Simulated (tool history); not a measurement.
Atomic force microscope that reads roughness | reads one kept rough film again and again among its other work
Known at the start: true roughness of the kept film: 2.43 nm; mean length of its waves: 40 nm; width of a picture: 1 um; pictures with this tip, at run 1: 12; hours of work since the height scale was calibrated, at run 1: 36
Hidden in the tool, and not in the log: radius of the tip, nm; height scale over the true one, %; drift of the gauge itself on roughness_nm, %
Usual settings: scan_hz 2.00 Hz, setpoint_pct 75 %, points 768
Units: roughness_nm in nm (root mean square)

run	hour	scan_hz	setpoint_pct	points	pictures with this tip	hours of work since the height scale was calibrated	roughness_nm
1	0.0	2.00	75	768	12	36	2.036
2	10.3	2.00	75	768	29	41	2.031
3	19.8	2.00	75	768	44	46	2.005
4	28.8	2.00	75	768	59	50	1.996
5	36.3	2.00	75	457	71	54	1.962
6	46.2	2.00	75	457	87	59	1.930
7	50.4	0.65	65	298	94	61	2.101
8	57.4	0.65	65	298	105	65	2.105
9	66.2	1.28	65	777	120	69	2.025
10	71.1	0.84	67	259	128	72	2.033
11	79.6	2.35	89	948	142	76	1.642
12	84.3	2.79	89	308	149	78	1.555

Forecast each of these 4 alternatives for the next run:
A	92.9	2.79	78	308	163	83	?
B	92.9	1.51	89	308	163	83	?
C	92.9	2.00	56	332	163	83	?
D	92.9	0.83	75	995	163	83	?

run	roughness_nm
A	1.723
B	1.718
C	1.977
D	1.970
Without the tool's hidden state the same runs would have given:
run	roughness_nm
A	1.938
B	1.934
C	2.226
D	2.217
